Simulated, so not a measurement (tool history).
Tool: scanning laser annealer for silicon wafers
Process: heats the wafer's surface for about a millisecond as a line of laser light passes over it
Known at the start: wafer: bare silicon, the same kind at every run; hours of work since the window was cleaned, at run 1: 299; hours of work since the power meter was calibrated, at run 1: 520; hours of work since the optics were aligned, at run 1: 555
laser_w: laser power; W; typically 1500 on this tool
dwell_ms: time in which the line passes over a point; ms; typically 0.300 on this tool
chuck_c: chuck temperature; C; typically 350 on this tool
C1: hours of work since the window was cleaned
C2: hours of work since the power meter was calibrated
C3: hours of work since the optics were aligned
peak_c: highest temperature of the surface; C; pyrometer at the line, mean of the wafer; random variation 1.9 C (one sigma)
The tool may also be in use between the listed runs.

Run 1, hour 0.0: usual settings; C1 299; C2 520; C3 555. Result: peak_c 1122 C.
Run 2, hour 45.4: usual settings; C1 318; C2 539; C3 574. Result: peak_c 1126 C.
Run 3, hour 81.5: usual settings; C1 332; C2 553; C3 588. Result: peak_c 1123 C.
Run 4, hour 116.9: usual settings but dwell_ms 0.329 ms; C1 347; C2 568; C3 603. Result: peak_c 1156 C.
Run 5, hour 163.1: usual settings but dwell_ms 0.329 ms; C1 366; C2 586; C3 621. Result: peak_c 1152 C.
Run 6, hour 193.8: usual settings but dwell_ms 0.329 ms; C1 378; C2 599; C3 634. Result: peak_c 1152 C.
Run 7, hour 248.4: usual settings; C1 400; C2 621; C3 656. Result: peak_c 1120 C.
Run 8, hour 298.2: usual settings; C1 421; C2 641; C3 676. Result: peak_c 1118 C.
Run 9, hour 331.2: usual settings but dwell_ms 0.248 ms; C1 434; C2 655; C3 690. Result: peak_c 1055 C.
Run 10, hour 362.1: usual settings but dwell_ms 0.248 ms; C1 446; C2 667; C3 702. Result: peak_c 1055 C.
Run 11, hour 417.1: usual settings but dwell_ms 0.248 ms; C1 469; C2 690; C3 725. Result: peak_c 1050 C.
Run 12, hour 469.6: usual settings but dwell_ms 0.248 ms; C1 490; C2 711; C3 746. Result: peak_c 1050 C.
At hour 495.3: window over the wafer cleaned.
Run 13, hour 530.9: usual settings; C1 14; C2 735; C3 770. Result: peak_c 1136 C.
Run 14, hour 577.3: usual settings; C1 33; C2 754; C3 789. Result: peak_c 1134 C.
Run 15, hour 628.7: usual settings; C1 54; C2 775; C3 810. Result: peak_c 1136 C.
Run 16, hour 658.6: usual settings but laser_w 1325 W; C1 66; C2 787; C3 822. Result: peak_c 1019 C.
Run 17, hour 685.3: usual settings but laser_w 1325 W; C1 77; C2 798; C3 833. Result: peak_c 1018 C.
Run 18, hour 728.1: usual settings but laser_w 1325 W; C1 95; C2 815; C3 850. Result: peak_c 1019 C.
Run 19, hour 776.1: usual settings but laser_w 1620 W; C1 114; C2 835; C3 870. Result: peak_c 1208 C.
Run 20, hour 804.4: usual settings but dwell_ms 0.272 ms; C1 126; C2 846; C3 881. Result: peak_c 1096 C.
Run 21, hour 859.1: usual settings but laser_w 1440 W, dwell_ms 0.228 ms; C1 148; C2 869; C3 904. Result: peak_c 1002 C.
Run 22, hour 900.0: usual settings but laser_w 1549 W, dwell_ms 0.225 ms, chuck_c 329 C; C1 165; C2 885; C3 920. Result: peak_c 1037 C.
At hour 936.4: optics aligned, line set to its width.
Run 23, hour 941.2: usual settings but laser_w 1555 W, dwell_ms 0.294 ms, chuck_c 329 C; C1 179; C2 900; C3 2. Result: peak_c 1147 C.
Run 24, hour 983.3: usual settings but laser_w 1587 W, dwell_ms 0.225 ms, chuck_c 329 C; C1 196; C2 917; C3 19. Result: peak_c 1067 C.
Run 25, hour 1022.9: usual settings but dwell_ms 0.241 ms; C1 213; C2 933; C3 35. Result: peak_c 1061 C.
Run 26, hour 1068.4: usual settings but laser_w 1591 W, chuck_c 319 C; C1 231; C2 952; C3 54. Result: peak_c 1160 C.
Run 27, hour 1101.8: usual settings but laser_w 1591 W, chuck_c 319 C; C1 245; C2 965; C3 67. Result: peak_c 1161 C.
Run 28, hour 1156.6: usual settings but laser_w 1597 W, dwell_ms 0.365 ms, chuck_c 344 C; C1 267; C2 988; C3 90. Result: peak_c 1267 C.
Run 29, hour 1184.7: usual settings but laser_w 1597 W, dwell_ms 0.358 ms, chuck_c 390 C; C1 278; C2 999; C3 101. Result: peak_c 1306 C.
Run 30, hour 1222.5: usual settings but laser_w 1597 W, dwell_ms 0.358 ms, chuck_c 390 C; C1 294; C2 1014; C3 116. Result: peak_c 1303 C.
Run 31, hour 1251.4: usual settings but laser_w 1549 W, chuck_c 373 C; C1 305; C2 1026; C3 128. Result: peak_c 1183 C.
Run 32, hour 1307.4: usual settings but laser_w 1468 W, dwell_ms 0.373 ms, chuck_c 338 C; C1 328; C2 1049; C3 151. Result: peak_c 1172 C.
Run 33, hour 1334.5: usual settings but laser_w 1350 W, chuck_c 386 C; C1 339; C2 1060; C3 162. Result: peak_c 1067 C.
Run 34, hour 1374.6: usual settings but laser_w 1370 W; C1 356; C2 1076; C3 178. Result: peak_c 1042 C.
Run 35, hour 1402.8: usual settings but laser_w 1547 W, dwell_ms 0.293 ms; C1 367; C2 1088; C3 190. Result: peak_c 1145 C.
Run 36, hour 1442.5: usual settings but laser_w 1558 W, chuck_c 383 C; C1 383; C2 1104; C3 206. Result: peak_c 1196 C.
Run 37, hour 1497.7: usual settings but dwell_ms 0.304 ms, chuck_c 310 C; C1 406; C2 1126; C3 228. Result: peak_c 1086 C.
Run 38, hour 1539.7: usual settings but laser_w 1590 W, dwell_ms 0.304 ms, chuck_c 310 C; C1 423; C2 1143; C3 245. Result: peak_c 1145 C.
Run 39, hour 1587.8: usual settings but laser_w 1632 W, dwell_ms 0.263 ms; C1 442; C2 1163; C3 265. Result: peak_c 1156 C.
Run 40, hour 1637.1: usual settings but laser_w 1299 W, dwell_ms 0.339 ms, chuck_c 310 C; C1 462; C2 1183; C3 285. Result: peak_c 989 C.

Consider 4 possible next runs. They are alternatives, not a sequence: every one starts from the tool as it was left by run 40. What does each give?
Run A, hour 1700.2: usual settings but laser_w 1299 W, dwell_ms 0.249 ms, chuck_c 310 C; C1 488; C2 1209; C3 311. Result: peak_c ?.
Run B, hour 1700.2: usual settings but laser_w 1368 W, dwell_ms 0.284 ms, chuck_c 367 C; C1 488; C2 1209; C3 311. Result: peak_c ?.
Run C, hour 1700.2: usual settings but laser_w 1296 W, dwell_ms 0.230 ms, chuck_c 373 C; C1 488; C2 1209; C3 311. Result: peak_c ?.
Run D, hour 1700.2: usual settings but laser_w 1299 W, dwell_ms 0.339 ms, chuck_c 316 C; C1 488; C2 1209; C3 311. Result: peak_c ?.

run  peak_c
  A     900
  B    1032
  C     939
  D     993
Without the tool's hidden state the same runs would have given:
run  peak_c
  A     929
  B    1064
  C     967
  D    1026
